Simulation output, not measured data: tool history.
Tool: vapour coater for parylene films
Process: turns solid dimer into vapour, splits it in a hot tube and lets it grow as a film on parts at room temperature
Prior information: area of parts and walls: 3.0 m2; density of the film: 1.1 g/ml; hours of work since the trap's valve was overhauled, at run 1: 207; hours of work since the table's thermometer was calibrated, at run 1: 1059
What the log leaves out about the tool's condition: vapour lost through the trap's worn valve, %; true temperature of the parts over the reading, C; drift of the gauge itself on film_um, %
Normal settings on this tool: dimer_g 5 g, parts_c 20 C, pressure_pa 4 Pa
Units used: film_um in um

run	hour	dimer_g	parts_c	pressure_pa	hours of work since the trap's valve was overhauled	hours of work since the table's thermometer was calibrated	film_um
1	0	5	20	4	207	1059	1.122
2	34.7	5	20	4	233	1084	1.105
3	61.7	5	20	4	252	1104	1.103
4	87.7	4	20	4	271	1123	0.894
5	116.8	4	20	4	292	1144	0.878
6	171.9	5	20	4	332	1184	1.095
# hour 199.4: trap's valve overhauled
7	220.7	5	20	4	15	1216	1.152
8	279.9	5	20	4	58	1259	1.153
9	306.5	5	20	4	78	1279	1.129
10	346.3	5	20	4	106	1307	1.14
11	396.1	5	20	4	143	1343	1.13
12	423.5	5	20	4	162	1363	1.13
13	450.2	5	20	4	182	1383	1.123
14	479.6	5	20	4	203	1404	1.103
15	519.8	5	20	4	232	1433	1.099
16	575.4	5	20	4	273	1473	1.098
17	607.9	5	20	4	296	1497	1.082
18	671.4	5	29	4	342	1543	0.796
# hour 687.9: trap's valve overhauled
19	716.1	5	29	4	20	1572	0.839
20	744.8	5	29	4	41	1593	0.832
21	797.1	5	19	4	79	1631	1.172
22	832.6	5	19	4	105	1657	1.169
23	882.8	5	27	4	141	1693	0.89
24	922.9	5	27	4	170	1722	0.885
# hour 970.3: table's thermometer calibrated
25	973.5	8	31	8.66	206	2	1.145
26	1004.7	3	26	8.85	229	25	0.5
27	1056.6	4	13	7.22	266	63	1.053
28	1092.5	7	13	7.22	292	89	1.852
29	1149.4	7	17	8.27	334	130	1.58
# hour 1174.5: trap's valve overhauled
30	1190.6	8	28	8.27	12	157	1.33
31	1227.6	5	20	7.01	38	184	1.11
32	1255.6	3	12	4	59	204	0.875
33	1289	3	12	4	83	228	0.883
34	1344.6	3	12	4	123	268	0.876
35	1399.1	3	21	5.8	163	308	0.647
36	1437	3	17	5.8	190	335	0.712
37	1476.3	5	21	3.66	219	364	1.111
38	1515.1	6	22	3.66	247	392	1.276
39	1568.9	6	22	3.66	286	431	1.277
40	1600.1	6	20	10.11	308	454	1.202
41	1645	6	20	10.11	341	486	1.192
# hour 1662.1: trap's valve overhauled
42	1700.5	6	20	10.11	28	523	1.245
43	1754.1	3	20	4	67	562	0.682
44	1812.1	8	19	2.32	109	604	2.053
45	1863.9	2	19	6.4	146	642	0.447
46	1926.1	2	19	6.4	191	687	0.435

Predict each of these 3 candidate next runs independently; none follows another, all start after run 46:
A	1972.1	4	16	6.4	225	720	?
B	1972.1	5	25	4	225	720	?
C	1972.1	3	20	4.12	225	720	?

run	film_um
A	0.972
B	0.944
C	0.666
Without the tool's unlogged condition, the same runs would have read:
run	film_um
A	1.032
B	1.003
C	0.707
